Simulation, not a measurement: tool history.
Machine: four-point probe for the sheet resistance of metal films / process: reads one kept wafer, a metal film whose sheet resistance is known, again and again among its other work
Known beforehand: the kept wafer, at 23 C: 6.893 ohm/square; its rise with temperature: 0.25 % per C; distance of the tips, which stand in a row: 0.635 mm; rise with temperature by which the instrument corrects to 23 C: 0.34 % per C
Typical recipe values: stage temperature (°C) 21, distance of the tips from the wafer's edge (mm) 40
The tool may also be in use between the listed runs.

| run | hour | stage temperature (°C) | distance of the tips from the wafer's edge (mm) | sheet resistance as the instrument gives it (ohm/square) |
|---|---|---|---|---|
| 1 | 0 | 21 | 40 | 6.90629 |
| 2 | 24.8 | 21 | 40 | 6.90678 |
| 3 | 52.3 | 21 | 28 | 6.910663 |
| 4 | 99.3 | 33 | 28 | 6.834512 |
| 5 | 136 | 33 | 28 | 6.833107 |
| 6 | 185 | 33 | 28 | 6.835024 |
| 7 | 219.5 | 18 | 28 | 6.926688 |
| 8 | 276.2 | 21 | 40 | 6.9063 |
| 9 | 319.8 | 21 | 40 | 6.905247 |
| 10 | 368.4 | 21 | 40 | 6.907128 |
| 11 | 412.2 | 28 | 40 | 6.862331 |
| 12 | 453.7 | 29 | 8 | 6.880667 |
| 13 | 482.7 | 22 | 39 | 6.899284 |
| 14 | 538.3 | 22 | 39 | 6.899577 |
| 15 | 588.2 | 28 | 25 | 6.863263 |
| 16 | 618.1 | 32 | 22 | 6.841399 |
| 17 | 648 | 27 | 62 | 6.867857 |
| 18 | 704.1 | 25 | 11 | 6.893127 |
| 19 | 752.1 | 25 | 11 | 6.892869 |
| 20 | 792.9 | 25 | 11 | 6.891834 |
| 21 | 826.6 | 23 | 12 | 6.900359 |
| 22 | 877.8 | 20 | 11 | 6.921652 |

Consider 3 possible next runs. They are alternatives, not a sequence: every one starts from the tool as it was left by run 22. What does each give?
| A | 907.3 | 33 | 21 | ? |
| B | 907.3 | 27 | 40 | ? |
| C | 907.3 | 30 | 9 | ? |

| run | sheet resistance as the instrument gives it (ohm/square) |
|---|---|
| A | 6.836136 |
| B | 6.86882 |
| C | 6.867456 |
Had the tool no hidden state, the same runs would have come out as:
| run | sheet resistance as the instrument gives it (ohm/square) |
|---|---|
| A | 6.836455 |
| B | 6.869139 |
| C | 6.867776 |
